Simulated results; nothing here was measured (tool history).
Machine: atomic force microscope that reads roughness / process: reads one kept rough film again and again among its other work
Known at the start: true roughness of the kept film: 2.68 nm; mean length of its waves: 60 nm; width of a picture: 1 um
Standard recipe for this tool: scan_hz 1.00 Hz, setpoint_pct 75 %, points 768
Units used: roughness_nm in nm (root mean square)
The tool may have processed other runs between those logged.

run,hour,scan_hz,setpoint_pct,points,roughness_nm
1,0.0,1.00,75,768,2.407
2,20.7,1.00,75,768,2.359
# hour 36.3: new tip fitted
3,39.4,1.00,75,768,2.430
4,53.8,1.00,71,768,2.430
5,80.7,1.00,63,768,2.444
# hour 85.3: new tip fitted
6,94.4,1.00,63,768,2.508
7,115.8,1.00,75,768,2.356
# hour 135.4: new tip fitted
8,139.0,1.00,75,768,2.438
9,162.1,1.00,75,768,2.381
10,179.5,1.00,75,768,2.345
# hour 183.7: new tip fitted
11,192.1,3.09,75,768,2.091
12,208.7,1.00,75,768,2.377
13,224.3,1.00,75,768,2.339
# hour 232.2: new tip fitted
14,239.2,1.00,75,768,2.424
15,265.7,1.00,75,795,2.378
# hour 281.0: new tip fitted
16,285.6,1.00,75,768,2.418
17,304.8,1.00,75,302,2.394
# hour 331.3: new tip fitted
18,331.9,1.00,75,510,2.429
19,346.2,1.00,75,510,2.392
20,368.3,1.00,75,510,2.335
# hour 380.9: new tip fitted
21,395.8,1.00,75,768,2.404
22,411.9,1.00,56,768,2.504
# hour 429.6: new tip fitted
23,432.0,1.00,56,768,2.578
24,450.3,1.00,75,356,2.399
25,463.3,2.85,78,822,2.030
# hour 478.5: new tip fitted
26,486.6,0.63,84,822,2.423
27,510.4,0.63,79,502,2.390
# hour 528.3: new tip fitted
28,528.8,1.06,56,392,2.582
29,544.3,1.00,65,946,2.491
30,558.9,1.00,65,946,2.456
31,570.1,1.00,65,946,2.414
# hour 577.7: new tip fitted
32,584.5,1.00,65,946,2.512
33,601.6,0.52,75,768,2.458
34,615.1,2.77,56,375,2.357
# hour 627.5: new tip fitted
35,642.0,1.64,61,287,2.450
36,656.6,1.26,83,805,2.222
# hour 675.7: new tip fitted
37,678.1,1.13,76,933,2.408
38,689.6,1.00,68,768,2.486
39,712.1,1.00,68,768,2.427
# hour 723.8: new tip fitted
40,734.0,1.00,86,768,2.290
41,754.2,1.00,82,768,2.310
# hour 772.8: new tip fitted
42,772.9,0.78,67,683,2.533
43,786.6,3.43,78,741,1.974
44,805.2,3.43,78,741,1.934
# hour 822.6: new tip fitted
45,827.4,3.43,78,741,1.990
46,853.7,1.00,80,768,2.334
# hour 870.8: new tip fitted
47,873.9,2.48,71,655,2.276
48,895.2,2.48,71,655,2.213

Forecast each of these 4 alternatives for the next run:
# hour 919.5: new tip fitted
A,923.0,2.48,82,655,?
# hour 919.5: new tip fitted
B,923.0,1.00,70,653,?
# hour 919.5: new tip fitted
C,923.0,2.76,75,906,?
# hour 919.5: new tip fitted
D,923.0,3.32,71,402,?

run,roughness_nm
A,2.062
B,2.474
C,2.142
D,2.156
Had the tool no hidden state, the same runs would have come out as:
run,roughness_nm
A,2.053
B,2.464
C,2.132
D,2.147
